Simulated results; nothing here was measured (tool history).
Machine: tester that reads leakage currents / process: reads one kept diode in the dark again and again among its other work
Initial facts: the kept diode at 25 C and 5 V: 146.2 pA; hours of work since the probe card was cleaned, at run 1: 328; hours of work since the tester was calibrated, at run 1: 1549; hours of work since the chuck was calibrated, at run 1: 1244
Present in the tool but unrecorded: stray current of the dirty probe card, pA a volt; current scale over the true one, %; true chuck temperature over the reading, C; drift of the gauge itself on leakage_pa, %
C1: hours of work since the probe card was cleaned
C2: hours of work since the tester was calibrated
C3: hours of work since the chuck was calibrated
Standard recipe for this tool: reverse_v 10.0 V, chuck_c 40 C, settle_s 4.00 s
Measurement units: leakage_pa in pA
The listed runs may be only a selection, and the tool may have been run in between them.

Run 1, hour 0.0: usual settings; C1 328; C2 1549; C3 1244. Result: leakage_pa 840.56 pA.
Run 2, hour 67.6: usual settings but chuck_c 26 C; C1 358; C2 1579; C3 1274. Result: leakage_pa 230.20 pA.
Run 3, hour 144.2: usual settings but chuck_c 26 C, settle_s 9.74 s; C1 392; C2 1613; C3 1308. Result: leakage_pa 229.98 pA.
Run 4, hour 264.7: usual settings but chuck_c 26 C, settle_s 9.74 s; C1 446; C2 1667; C3 1361. Result: leakage_pa 229.46 pA.
Run 5, hour 320.9: usual settings but chuck_c 26 C, settle_s 9.74 s; C1 471; C2 1691; C3 1386. Result: leakage_pa 228.52 pA.
Run 6, hour 390.9: usual settings but reverse_v 8.4 V, chuck_c 26 C, settle_s 9.74 s; C1 502; C2 1722; C3 1417. Result: leakage_pa 205.46 pA.
Run 7, hour 444.0: usual settings but settle_s 0.32 s; C1 525; C2 1746; C3 1441. Result: leakage_pa 837.40 pA.
Run 8, hour 541.9: usual settings but settle_s 2.99 s; C1 569; C2 1789; C3 1484. Result: leakage_pa 829.85 pA.
Run 9, hour 661.8: usual settings but settle_s 2.99 s; C1 622; C2 1843; C3 1537. Result: leakage_pa 829.43 pA.
Run 10, hour 730.9: usual settings but settle_s 2.99 s; C1 653; C2 1873; C3 1568. Result: leakage_pa 825.71 pA.
Run 11, hour 824.0: usual settings but reverse_v 1.1 V; C1 694; C2 1915; C3 1609. Result: leakage_pa 221.53 pA.
Run 12, hour 917.8: usual settings but reverse_v 1.1 V; C1 735; C2 1956; C3 1651. Result: leakage_pa 221.06 pA.
Run 13, hour 1016.2: usual settings but reverse_v 1.1 V; C1 779; C2 2000; C3 1695. Result: leakage_pa 220.11 pA.
Run 14, hour 1110.6: usual settings; C1 821; C2 2042; C3 1736. Result: leakage_pa 821.44 pA.
At hour 1175.1: tester calibrated.
Run 15, hour 1221.8: usual settings; C1 869; C2 21; C3 1785. Result: leakage_pa 824.99 pA.
Run 16, hour 1310.8: usual settings; C1 909; C2 60; C3 1824. Result: leakage_pa 820.43 pA.
Run 17, hour 1439.1: usual settings; C1 966; C2 117; C3 1881. Result: leakage_pa 816.16 pA.
Run 18, hour 1497.3: usual settings; C1 992; C2 143; C3 1907. Result: leakage_pa 814.74 pA.
Run 19, hour 1555.7: usual settings; C1 1017; C2 169; C3 1933. Result: leakage_pa 819.74 pA.
Run 20, hour 1667.3: usual settings; C1 1067; C2 218; C3 1982. Result: leakage_pa 815.17 pA.
Run 21, hour 1786.1: usual settings but settle_s 0.31 s; C1 1120; C2 271; C3 2035. Result: leakage_pa 814.00 pA.
Run 22, hour 1856.3: usual settings but settle_s 0.31 s; C1 1151; C2 302; C3 2066. Result: leakage_pa 812.51 pA.
Run 23, hour 1972.3: usual settings but reverse_v 1.5 V, settle_s 0.89 s; C1 1202; C2 354; C3 2118. Result: leakage_pa 261.23 pA.
Run 24, hour 2029.5: usual settings but reverse_v 8.6 V, chuck_c 23 C, settle_s 9.76 s; C1 1228; C2 379; C3 2143. Result: leakage_pa 151.95 pA.
Run 25, hour 2084.0: usual settings but reverse_v 8.6 V, chuck_c 45 C, settle_s 2.80 s; C1 1252; C2 403; C3 2167. Result: leakage_pa 1138.76 pA.
Run 26, hour 2188.4: usual settings but reverse_v 2.3 V, chuck_c 45 C, settle_s 2.80 s; C1 1298; C2 449; C3 2213. Result: leakage_pa 521.86 pA.
Run 27, hour 2306.4: usual settings but reverse_v 11.6 V, chuck_c 56 C, settle_s 0.43 s; C1 1350; C2 502; C3 2266. Result: leakage_pa 3378.84 pA.
Run 28, hour 2409.1: usual settings but reverse_v 11.6 V, chuck_c 56 C, settle_s 0.43 s; C1 1396; C2 547; C3 2311. Result: leakage_pa 3389.39 pA.
Run 29, hour 2460.8: usual settings but reverse_v 12.5 V, chuck_c 32 C, settle_s 3.51 s; C1 1419; C2 570; C3 2334. Result: leakage_pa 446.31 pA.
Run 30, hour 2528.3: usual settings but reverse_v 1.5 V, chuck_c 51 C, settle_s 1.16 s; C1 1449; C2 600; C3 2364. Result: leakage_pa 664.96 pA.
At hour 2577.4: chuck's temperature calibrated.
Run 31, hour 2583.9: usual settings but reverse_v 1.5 V, chuck_c 38 C, settle_s 1.16 s; C1 1472; C2 624; C3 3. Result: leakage_pa 240.97 pA.
Run 32, hour 2645.1: usual settings but settle_s 1.75 s; C1 1500; C2 651; C3 30. Result: leakage_pa 890.28 pA.
Run 33, hour 2763.2: usual settings but chuck_c 37 C, settle_s 3.16 s; C1 1552; C2 703; C3 82. Result: leakage_pa 678.44 pA.
Run 34, hour 2891.6: usual settings but chuck_c 37 C, settle_s 0.36 s; C1 1609; C2 760; C3 139. Result: leakage_pa 679.42 pA.
Run 35, hour 2951.5: usual settings but reverse_v 11.5 V, chuck_c 37 C, settle_s 4.54 s; C1 1636; C2 787; C3 166. Result: leakage_pa 733.43 pA.
Run 36, hour 3038.1: usual settings but reverse_v 11.5 V, chuck_c 57 C, settle_s 0.33 s; C1 1674; C2 825; C3 204. Result: leakage_pa 3986.76 pA.
Run 37, hour 3116.4: usual settings but chuck_c 22 C, settle_s 0.49 s; C1 1709; C2 860; C3 239. Result: leakage_pa 168.44 pA.
Run 38, hour 3241.3: usual settings but chuck_c 22 C, settle_s 0.49 s; C1 1764; C2 915; C3 294. Result: leakage_pa 169.90 pA.
Run 39, hour 3344.3: usual settings but chuck_c 22 C, settle_s 0.49 s; C1 1810; C2 961; C3 340. Result: leakage_pa 168.72 pA.

Some steps in leakage_pa, run to run, broken into two amounts with sign: the step expected even without the hidden condition (settings, incoming material, random variation), and the rest, left for the hidden condition together with whatever gauge scatter is not in both the measured and the hidden-condition-free result:
Run 24 -> 25: chuck_c 23 -> 45, settle_s 9.76 -> 2.80. leakage_pa +986.81 pA: hidden state -100.44, all else +1087.25.
Run 26 -> 27: reverse_v 2.3 -> 11.6, chuck_c 45 -> 56, settle_s 2.80 -> 0.43. leakage_pa +2856.98 pA: hidden state -284.08, all else +3141.06.
Run 28 -> 29: reverse_v 11.6 -> 12.5, chuck_c 56 -> 32, settle_s 0.43 -> 3.51. leakage_pa -2943.08 pA: hidden state +299.29, all else -3242.37.
Run 35 -> 36: chuck_c 37 -> 57, settle_s 4.54 -> 0.33. leakage_pa +3253.33 pA: hidden state -52.77, all else +3306.10.
Run 36 -> 37: reverse_v 11.5 -> 10.0, chuck_c 57 -> 22, settle_s 0.33 -> 0.49. leakage_pa -3818.32 pA: hidden state +60.13, all else -3878.45.
